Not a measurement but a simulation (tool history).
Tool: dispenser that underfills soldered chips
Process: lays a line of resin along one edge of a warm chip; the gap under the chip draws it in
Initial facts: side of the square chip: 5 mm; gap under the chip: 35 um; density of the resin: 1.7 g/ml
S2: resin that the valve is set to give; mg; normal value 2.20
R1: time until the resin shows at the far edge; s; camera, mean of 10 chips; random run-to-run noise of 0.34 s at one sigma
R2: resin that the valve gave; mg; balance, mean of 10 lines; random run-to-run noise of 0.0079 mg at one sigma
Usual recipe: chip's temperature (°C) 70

run 1 day=0.000 | chip's_temperature_(°C)=70 S2=2.20 | R1=26.5 R2=2.195
run 2 day=0.129 | chip's_temperature_(°C)=70 S2=2.20 | R1=30.6 R2=2.197
-- day=0.229 new syringe of resin
run 3 day=0.300 | chip's_temperature_(°C)=70 S2=2.20 | R1=17.1 R2=2.194
run 4 day=0.392 | chip's_temperature_(°C)=70 S2=2.20 | R1=19.3 R2=2.194
run 5 day=0.529 | chip's_temperature_(°C)=70 S2=2.20 | R1=22.8 R2=2.200
run 6 day=0.650 | chip's_temperature_(°C)=70 S2=2.20 | R1=26.1 R2=2.190
run 7 day=0.817 | chip's_temperature_(°C)=70 S2=2.20 | R1=31.9 R2=2.198
-- day=0.896 new syringe of resin
run 8 day=0.938 | chip's_temperature_(°C)=70 S2=1.91 | R1=17.0 R2=1.898
run 9 day=1.042 | chip's_temperature_(°C)=70 S2=1.91 | R1=19.3 R2=1.913
run 10 day=1.196 | chip's_temperature_(°C)=70 S2=1.91 | R1=23.4 R2=1.898
run 11 day=1.321 | chip's_temperature_(°C)=70 S2=1.91 | R1=26.7 R2=1.884
run 12 day=1.400 | chip's_temperature_(°C)=70 S2=1.93 | R1=28.8 R2=1.893
run 13 day=1.488 | chip's_temperature_(°C)=70 S2=2.20 | R1=31.1 R2=2.182
-- day=1.562 new syringe of resin
run 14 day=1.621 | chip's_temperature_(°C)=62 S2=2.40 | R1=21.8 R2=2.374
run 15 day=1.775 | chip's_temperature_(°C)=64 S2=2.16 | R1=23.7 R2=2.137
run 16 day=1.912 | chip's_temperature_(°C)=64 S2=2.69 | R1=29.0 R2=2.655
run 17 day=2.046 | chip's_temperature_(°C)=75 S2=1.90 | R1=24.8 R2=1.870
run 18 day=2.192 | chip's_temperature_(°C)=56 S2=2.66 | R1=51.9 R2=2.625
-- day=2.229 new syringe of resin
run 19 day=2.367 | chip's_temperature_(°C)=79 S2=2.66 | R1=13.5 R2=2.607
run 20 day=2.504 | chip's_temperature_(°C)=79 S2=2.66 | R1=16.4 R2=2.609
run 21 day=2.646 | chip's_temperature_(°C)=63 S2=2.08 | R1=33.2 R2=2.036
run 22 day=2.821 | chip's_temperature_(°C)=60 S2=2.00 | R1=46.3 R2=1.968
-- day=2.883 new syringe of resin
run 23 day=2.917 | chip's_temperature_(°C)=60 S2=2.00 | R1=23.5 R2=1.945
run 24 day=3.008 | chip's_temperature_(°C)=60 S2=2.00 | R1=26.5 R2=1.936
run 25 day=3.129 | chip's_temperature_(°C)=60 S2=2.00 | R1=31.4 R2=1.957
run 26 day=3.246 | chip's_temperature_(°C)=63 S2=2.08 | R1=31.1 R2=2.027

Predict each of these 5 candidate next runs independently; none follows another, all start after run 26:
run A day=3.329 | chip's_temperature_(°C)=70 S2=2.11 | R1=? R2=?
run B day=3.329 | chip's_temperature_(°C)=76 S2=2.05 | R1=? R2=?
run C day=3.329 | chip's_temperature_(°C)=70 S2=2.23 | R1=? R2=?
run D day=3.329 | chip's_temperature_(°C)=70 S2=2.48 | R1=? R2=?
run E day=3.329 | chip's_temperature_(°C)=60 S2=2.56 | R1=? R2=?

run=A R1=27.1 R2=2.053
run=B R1=22.5 R2=1.990
run=C R1=27.4 R2=2.170
run=D R1=26.0 R2=2.405
run=E R1=36.3 R2=2.490
With the hidden condition removed and each run's random variation left untouched, the same runs would have given:
run=A R1=16.4 R2=2.107
run=B R1=13.7 R2=2.043
run=C R1=16.7 R2=2.228
run=D R1=15.8 R2=2.468
run=E R1=21.9 R2=2.556
